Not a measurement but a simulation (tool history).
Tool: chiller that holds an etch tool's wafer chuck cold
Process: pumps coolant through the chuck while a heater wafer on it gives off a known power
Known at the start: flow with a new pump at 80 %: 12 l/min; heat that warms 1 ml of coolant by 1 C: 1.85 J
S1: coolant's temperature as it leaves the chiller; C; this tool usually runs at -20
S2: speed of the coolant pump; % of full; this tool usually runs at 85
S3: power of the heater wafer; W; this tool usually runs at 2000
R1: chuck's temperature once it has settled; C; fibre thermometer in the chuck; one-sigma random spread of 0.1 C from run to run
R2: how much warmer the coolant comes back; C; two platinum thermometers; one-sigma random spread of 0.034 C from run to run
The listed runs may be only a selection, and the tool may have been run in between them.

run 1 hour=0 | S1=-20 S2=85 S3=2000 | R1=-4.3 R2=5.04
run 2 hour=108.1 | S1=-21 S2=85 S3=2000 | R1=-5.4 R2=5.08
run 3 hour=222.1 | S1=-20 S2=85 S3=1033 | R1=-12.1 R2=2.66
run 4 hour=306.5 | S1=-20 S2=85 S3=2000 | R1=-4.3 R2=5.04
run 5 hour=373.9 | S1=-20 S2=85 S3=2000 | R1=-4.4 R2=5.06
run 6 hour=483.5 | S1=-20 S2=85 S3=2000 | R1=-4.4 R2=5.01
run 7 hour=554.3 | S1=-20 S2=85 S3=2546 | R1=-0.2 R2=6.43
run 8 hour=637 | S1=-20 S2=85 S3=2546 | R1=-0.2 R2=6.46
run 9 hour=750.9 | S1=-16 S2=85 S3=2000 | R1=-0.4 R2=5.04
run 10 hour=861.6 | S1=-20 S2=85 S3=2000 | R1=-4.4 R2=5.14
run 11 hour=911 | S1=-20 S2=85 S3=2000 | R1=-4.4 R2=5.06
run 12 hour=1018.7 | S1=-26 S2=85 S3=2000 | R1=-10.4 R2=5.03
run 13 hour=1077.1 | S1=-26 S2=85 S3=2000 | R1=-10.4 R2=5.11
run 14 hour=1167.1 | S1=-26 S2=85 S3=2000 | R1=-10.4 R2=5.05
run 15 hour=1284.6 | S1=-10 S2=85 S3=2000 | R1=5.6 R2=5.03
run 16 hour=1400.5 | S1=-10 S2=85 S3=2000 | R1=5.5 R2=5.07
run 17 hour=1459.6 | S1=-21 S2=84 S3=2000 | R1=-5.4 R2=5.18
run 18 hour=1573 | S1=-21 S2=84 S3=2000 | R1=-5 R2=5.16
run 19 hour=1659.1 | S1=-30 S2=63 S3=1533 | R1=-14.8 R2=5.28
run 20 hour=1732.3 | S1=-30 S2=63 S3=1533 | R1=-14.9 R2=5.28
run 21 hour=1811.3 | S1=-30 S2=63 S3=1533 | R1=-14.7 R2=5.3
run 22 hour=1884 | S1=-19 S2=80 S3=1099 | R1=-10.1 R2=2.99
run 23 hour=1960.9 | S1=-20 S2=85 S3=2384 | R1=-1.7 R2=6.03
run 24 hour=2079.4 | S1=-15 S2=86 S3=1735 | R1=-1.5 R2=4.34
run 25 hour=2143.7 | S1=-20 S2=81 S3=2410 | R1=-0.5 R2=6.43
-- hour=2200.1 chiller's thermometer calibrated
run 26 hour=2237.1 | S1=-23 S2=81 S3=1443 | R1=-11.4 R2=3.86
run 27 hour=2330.3 | S1=-23 S2=81 S3=1443 | R1=-11.1 R2=3.89
run 28 hour=2417.8 | S1=-23 S2=69 S3=1443 | R1=-9.9 R2=4.56
run 29 hour=2526.1 | S1=-29 S2=77 S3=2483 | R1=-7.9 R2=6.97
run 30 hour=2601.3 | S1=-29 S2=64 S3=2000 | R1=-9.5 R2=6.84
run 31 hour=2678.8 | S1=-20 S2=97 S3=2252 | R1=-4.3 R2=5

Alternative continuations, all from the tool just after run 31; predict every row:
run A hour=2791.9 | S1=-20 S2=85 S3=2086 | R1=? R2=?
run B hour=2791.9 | S1=-17 S2=97 S3=2252 | R1=? R2=?
run C hour=2791.9 | S1=-13 S2=71 S3=2000 | R1=? R2=?
run D hour=2791.9 | S1=-20 S2=78 S3=1240 | R1=? R2=?

run=A R1=-3.7 R2=5.26
run=B R1=-1.1 R2=4.98
run=C R1=5.1 R2=6.07
run=D R1=-9.7 R2=3.44
The same runs, with their run-to-run variation unchanged, on a tool lacking any hidden condition would have given:
run=A R1=-3.7 R2=5.26
run=B R1=-1.1 R2=4.97
run=C R1=5.1 R2=6.06
run=D R1=-9.7 R2=3.43
